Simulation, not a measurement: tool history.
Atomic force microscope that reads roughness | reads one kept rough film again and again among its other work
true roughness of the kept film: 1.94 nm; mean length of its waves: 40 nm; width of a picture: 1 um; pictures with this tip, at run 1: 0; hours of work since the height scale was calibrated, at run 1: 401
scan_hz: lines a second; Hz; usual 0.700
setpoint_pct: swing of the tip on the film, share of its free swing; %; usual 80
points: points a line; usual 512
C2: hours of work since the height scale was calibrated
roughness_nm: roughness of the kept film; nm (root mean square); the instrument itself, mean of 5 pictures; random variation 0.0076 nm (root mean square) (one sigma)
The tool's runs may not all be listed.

Run 1, hour 0.0: usual settings; pictures with this tip 0; C2 401. Result: roughness_nm 1.738 nm (root mean square).
Run 2, hour 17.0: usual settings but points 465; pictures with this tip 25; C2 411. Result: roughness_nm 1.732 nm (root mean square).
Run 3, hour 31.9: usual settings but points 465; pictures with this tip 46; C2 419. Result: roughness_nm 1.736 nm (root mean square).
Run 4, hour 46.2: usual settings but scan_hz 3.832 Hz; pictures with this tip 67; C2 428. Result: roughness_nm 1.315 nm (root mean square).
Run 5, hour 56.1: usual settings but scan_hz 3.832 Hz; pictures with this tip 82; C2 434. Result: roughness_nm 1.326 nm (root mean square).
Run 6, hour 68.6: usual settings but scan_hz 3.832 Hz; pictures with this tip 100; C2 441. Result: roughness_nm 1.303 nm (root mean square).
Run 7, hour 78.0: usual settings but scan_hz 3.832 Hz; pictures with this tip 114; C2 447. Result: roughness_nm 1.310 nm (root mean square).
Run 8, hour 91.9: usual settings but scan_hz 0.547 Hz; pictures with this tip 134; C2 455. Result: roughness_nm 1.777 nm (root mean square).
Run 9, hour 112.3: usual settings; pictures with this tip 164; C2 467. Result: roughness_nm 1.728 nm (root mean square).
Run 10, hour 129.3: usual settings; pictures with this tip 189; C2 477. Result: roughness_nm 1.731 nm (root mean square).
Run 11, hour 149.3: usual settings; pictures with this tip 218; C2 489. Result: roughness_nm 1.739 nm (root mean square).
Run 12, hour 166.8: usual settings; pictures with this tip 243; C2 499. Result: roughness_nm 1.722 nm (root mean square).
Run 13, hour 176.6: usual settings but points 410; pictures with this tip 258; C2 505. Result: roughness_nm 1.720 nm (root mean square).
At hour 180.2: new tip fitted.
Run 14, hour 190.7: usual settings but points 410; pictures with this tip 16; C2 513. Result: roughness_nm 1.753 nm (root mean square).
Run 15, hour 201.8: usual settings but scan_hz 1.372 Hz, points 349; pictures with this tip 32; C2 520. Result: roughness_nm 1.612 nm (root mean square).
Run 16, hour 221.1: usual settings but scan_hz 1.653 Hz, setpoint_pct 68 %, points 284; pictures with this tip 60; C2 531. Result: roughness_nm 1.693 nm (root mean square).
Run 17, hour 237.4: usual settings but scan_hz 1.653 Hz, setpoint_pct 68 %, points 284; pictures with this tip 84; C2 541. Result: roughness_nm 1.687 nm (root mean square).
Run 18, hour 254.1: usual settings but scan_hz 1.539 Hz, setpoint_pct 64 %, points 296; pictures with this tip 108; C2 551. Result: roughness_nm 1.739 nm (root mean square).
Run 19, hour 271.5: usual settings but scan_hz 0.908 Hz, setpoint_pct 64 %, points 288; pictures with this tip 134; C2 561. Result: roughness_nm 1.790 nm (root mean square).
Run 20, hour 287.2: usual settings but setpoint_pct 64 %, points 447; pictures with this tip 157; C2 570. Result: roughness_nm 1.812 nm (root mean square).
Run 21, hour 295.9: usual settings but scan_hz 1.707 Hz, setpoint_pct 64 %, points 269; pictures with this tip 170; C2 575. Result: roughness_nm 1.724 nm (root mean square).

Forecast each of these 4 alternatives for the next run:
Run A, hour 314.4: usual settings but scan_hz 2.265 Hz; pictures with this tip 197; C2 586. Result: roughness_nm ?.
Run B, hour 314.4: usual settings but scan_hz 1.707 Hz, setpoint_pct 64 %, points 547; pictures with this tip 197; C2 586. Result: roughness_nm ?.
Run C, hour 314.4: usual settings but scan_hz 2.015 Hz, setpoint_pct 73 %, points 269; pictures with this tip 197; C2 586. Result: roughness_nm ?.
Run D, hour 314.4: usual settings but scan_hz 0.525 Hz, setpoint_pct 70 %, points 269; pictures with this tip 197; C2 586. Result: roughness_nm ?.

run  roughness_nm
  A         1.493
  B         1.728
  C         1.613
  D         1.811
Without the tool's hidden state the same runs would have given:
run  roughness_nm
  A         1.495
  B         1.731
  C         1.616
  D         1.814

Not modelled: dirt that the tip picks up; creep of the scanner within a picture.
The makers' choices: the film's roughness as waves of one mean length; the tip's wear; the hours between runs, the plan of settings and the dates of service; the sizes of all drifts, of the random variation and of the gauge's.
